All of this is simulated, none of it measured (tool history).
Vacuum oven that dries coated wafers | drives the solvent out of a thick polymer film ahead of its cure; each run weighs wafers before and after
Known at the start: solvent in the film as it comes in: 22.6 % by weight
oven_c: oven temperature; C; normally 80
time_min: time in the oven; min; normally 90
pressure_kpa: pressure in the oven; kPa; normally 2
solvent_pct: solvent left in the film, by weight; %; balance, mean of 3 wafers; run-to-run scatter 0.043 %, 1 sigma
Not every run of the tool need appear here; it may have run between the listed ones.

Run 1, hour 0: usual settings. Result: solvent_pct 5.21 %.
Run 2, hour 68.5: usual settings but oven_c 72 C. Result: solvent_pct 9.36 %.
Run 3, hour 132.8: usual settings but oven_c 72 C. Result: solvent_pct 9.49 %.
Run 4, hour 190.7: usual settings but oven_c 72 C. Result: solvent_pct 9.42 %.
Run 5, hour 226.4: usual settings but oven_c 88 C. Result: solvent_pct 2.53 %.
Run 6, hour 288.3: usual settings but oven_c 88 C. Result: solvent_pct 2.51 %.
Run 7, hour 334.4: usual settings but time_min 104 min. Result: solvent_pct 4.6 %.
Run 8, hour 389.4: usual settings but oven_c 65 C, time_min 83 min, pressure_kpa 1.3 kPa. Result: solvent_pct 12.9 %.
Run 9, hour 442.8: usual settings but oven_c 65 C, time_min 83 min, pressure_kpa 4.61 kPa. Result: solvent_pct 16.67 %.
At hour 450.4: oven's thermocouples calibrated.
Run 10, hour 497.2: usual settings but oven_c 65 C, time_min 158 min, pressure_kpa 6.75 kPa. Result: solvent_pct 18.09 %.
Run 11, hour 550: usual settings but oven_c 65 C, time_min 158 min, pressure_kpa 1.21 kPa. Result: solvent_pct 9.75 %.
Run 12, hour 587.2: usual settings but oven_c 72 C, time_min 69 min, pressure_kpa 6.6 kPa. Result: solvent_pct 16.12 %.
At hour 614: oven's thermocouples calibrated, once more.
Run 13, hour 654.7: usual settings but oven_c 72 C, time_min 48 min, pressure_kpa 1.56 kPa. Result: solvent_pct 12.13 %.

5 ways to go on from here, each from the tool as it stands after run 13. What would each give?
Run A, hour 690.5: usual settings but oven_c 73 C, pressure_kpa 7.84 kPa. Result: solvent_pct ?.
Run B, hour 690.5: usual settings but time_min 48 min. Result: solvent_pct ?.
Run C, hour 690.5: usual settings but oven_c 81 C, time_min 56 min, pressure_kpa 6.04 kPa. Result: solvent_pct ?.
Run D, hour 690.5: usual settings but oven_c 93 C, time_min 103 min, pressure_kpa 3.77 kPa. Result: solvent_pct ?.
Run E, hour 690.5: usual settings but time_min 162 min, pressure_kpa 2.22 kPa. Result: solvent_pct ?.

run  solvent_pct
  A        14.99
  B         8.67
  C        10.48
  D         2.85
  E         3.37
With the hidden condition removed and each run's random variation left untouched, the same runs would have given:
run  solvent_pct
  A         14.5
  B         8.29
  C        10.08
  D         2.62
  E         2.99
